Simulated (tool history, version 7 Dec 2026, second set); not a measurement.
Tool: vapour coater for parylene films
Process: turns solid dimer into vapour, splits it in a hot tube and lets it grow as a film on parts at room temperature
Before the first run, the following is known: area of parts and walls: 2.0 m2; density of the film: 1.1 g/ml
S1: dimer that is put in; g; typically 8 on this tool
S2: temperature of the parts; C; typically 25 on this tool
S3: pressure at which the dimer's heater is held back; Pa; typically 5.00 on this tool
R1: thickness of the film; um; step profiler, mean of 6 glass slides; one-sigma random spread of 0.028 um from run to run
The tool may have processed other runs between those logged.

run    hour  S1  S2    S3    R1
  1     0.0   8  25  5.00  2.32
  2    66.4   8  25  5.00  2.29
  3   143.1   8  25  5.00  2.25
  4   210.2   8  25  5.00  2.22
      244.1  -- trap's valve overhauled
  5   270.5   8  25  5.00  2.54
  6   314.5   8  25  5.00  2.52
  7   373.0   8  25  5.00  2.44
  8   407.6   8  25  5.00  2.42
  9   448.4   8  25  5.00  2.40
 10   524.3   8  25  5.00  2.43
 11   596.5   8  25  2.05  2.45
 12   631.3  10  31  2.01  2.72
 13   686.1   7  25  5.47  2.00
 14   736.2   7  25  5.47  1.95
 15   794.5   6  25  2.03  1.80
      828.7  -- trap's valve overhauled
 16   831.2   6  22  4.59  2.05
 17   885.3   6  22  4.59  2.00
 18   920.5   6  22  4.59  1.98
 19   960.9   8  30  8.81  2.19
 20  1033.0  14  19  8.81  4.65

Here are 3 independent what-if runs from the current tool condition. What would each one return?
  A  1107.2  14  25  5.00   ?
  B  1107.2   4  25  2.80   ?
  C  1107.2  14  19  3.39   ?

run    R1
  A  4.20
  B  1.22
  C  4.87
Had the tool no hidden state, the same runs would have come out as:
run    R1
  A  4.40
  B  1.28
  C  5.11
